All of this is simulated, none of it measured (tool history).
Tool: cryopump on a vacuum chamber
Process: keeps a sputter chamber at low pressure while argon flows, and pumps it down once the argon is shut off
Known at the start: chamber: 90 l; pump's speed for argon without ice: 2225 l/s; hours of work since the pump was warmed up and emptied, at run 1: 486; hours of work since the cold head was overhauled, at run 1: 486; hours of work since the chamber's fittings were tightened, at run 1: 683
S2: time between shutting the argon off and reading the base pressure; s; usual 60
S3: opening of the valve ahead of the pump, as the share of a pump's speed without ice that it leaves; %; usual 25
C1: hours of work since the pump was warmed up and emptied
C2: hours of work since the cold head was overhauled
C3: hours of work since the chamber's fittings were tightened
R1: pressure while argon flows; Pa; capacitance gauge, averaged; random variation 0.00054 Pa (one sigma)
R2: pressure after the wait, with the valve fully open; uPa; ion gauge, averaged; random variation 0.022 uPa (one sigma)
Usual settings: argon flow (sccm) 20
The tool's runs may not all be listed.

Run 1, hour 0.0: usual settings; C1 486; C2 486; C3 683. Result: R1 0.0668 Pa, R2 0.87 uPa.
Run 2, hour 24.7: usual settings; C1 504; C2 504; C3 701. Result: R1 0.0664 Pa, R2 0.89 uPa.
Run 3, hour 47.0: usual settings; C1 520; C2 520; C3 717. Result: R1 0.0673 Pa, R2 0.89 uPa.
Run 4, hour 62.4: usual settings; C1 532; C2 532; C3 728. Result: R1 0.0670 Pa, R2 0.88 uPa.
Run 5, hour 95.3: usual settings; C1 556; C2 556; C3 752. Result: R1 0.0680 Pa, R2 0.94 uPa.
At hour 110.9: pump warmed up, emptied and cooled again.
Run 6, hour 122.0: usual settings; C1 8; C2 571; C3 768. Result: R1 0.0606 Pa, R2 0.82 uPa.
Run 7, hour 152.3: usual settings; C1 30; C2 594; C3 790. Result: R1 0.0611 Pa, R2 0.80 uPa.
Run 8, hour 171.3: usual settings; C1 44; C2 607; C3 804. Result: R1 0.0617 Pa, R2 0.82 uPa.
Run 9, hour 202.5: usual settings but argon flow (sccm) 21; C1 67; C2 630; C3 827. Result: R1 0.0644 Pa, R2 0.82 uPa.
Run 10, hour 224.4: usual settings but argon flow (sccm) 21; C1 83; C2 646; C3 843. Result: R1 0.0649 Pa, R2 0.84 uPa.
Run 11, hour 248.8: usual settings but argon flow (sccm) 21; C1 101; C2 664; C3 861. Result: R1 0.0653 Pa, R2 0.81 uPa.
Run 12, hour 278.2: usual settings but argon flow (sccm) 21; C1 122; C2 686; C3 882. Result: R1 0.0651 Pa, R2 0.88 uPa.
Run 13, hour 298.4: usual settings but argon flow (sccm) 21; C1 137; C2 700; C3 897. Result: R1 0.0658 Pa, R2 0.81 uPa.
Run 14, hour 324.4: usual settings but argon flow (sccm) 21; C1 156; C2 719; C3 916. Result: R1 0.0645 Pa, R2 0.86 uPa.
Run 15, hour 349.5: usual settings but argon flow (sccm) 21; C1 174; C2 738; C3 934. Result: R1 0.0660 Pa, R2 0.88 uPa.
Run 16, hour 364.8: usual settings but argon flow (sccm) 21; C1 185; C2 749; C3 946. Result: R1 0.0660 Pa, R2 0.83 uPa.
Run 17, hour 386.5: usual settings but argon flow (sccm) 21; C1 201; C2 765; C3 961. Result: R1 0.0655 Pa, R2 0.84 uPa.
Run 18, hour 405.7: usual settings but argon flow (sccm) 21; C1 215; C2 779; C3 975. Result: R1 0.0653 Pa, R2 0.85 uPa.
Run 19, hour 419.8: usual settings but argon flow (sccm) 21; C1 226; C2 789; C3 986. Result: R1 0.0659 Pa, R2 0.86 uPa.
Run 20, hour 453.2: usual settings but argon flow (sccm) 40, S2 96 s; C1 250; C2 813; C3 1010. Result: R1 0.1269 Pa, R2 0.60 uPa.
Run 21, hour 482.3: usual settings but argon flow (sccm) 40, S2 71 s, S3 31 %; C1 271; C2 835; C3 1031. Result: R1 0.1033 Pa, R2 0.75 uPa.
Run 22, hour 503.1: usual settings but argon flow (sccm) 26, S2 200 s, S3 33 %; C1 286; C2 850; C3 1047. Result: R1 0.0640 Pa, R2 0.45 uPa.

Run 23 comes next. What will it give?
Run 23, hour 534.3: usual settings but S2 66 s, S3 19 %; C1 309; C2 873; C3 1069. Result: R1 ?, R2 ?.

Run 23 gave R1 0.0834 Pa, R2 0.83 uPa.
Without the tool's hidden state the same run would have given R1 0.0803 Pa, R2 0.67 uPa.
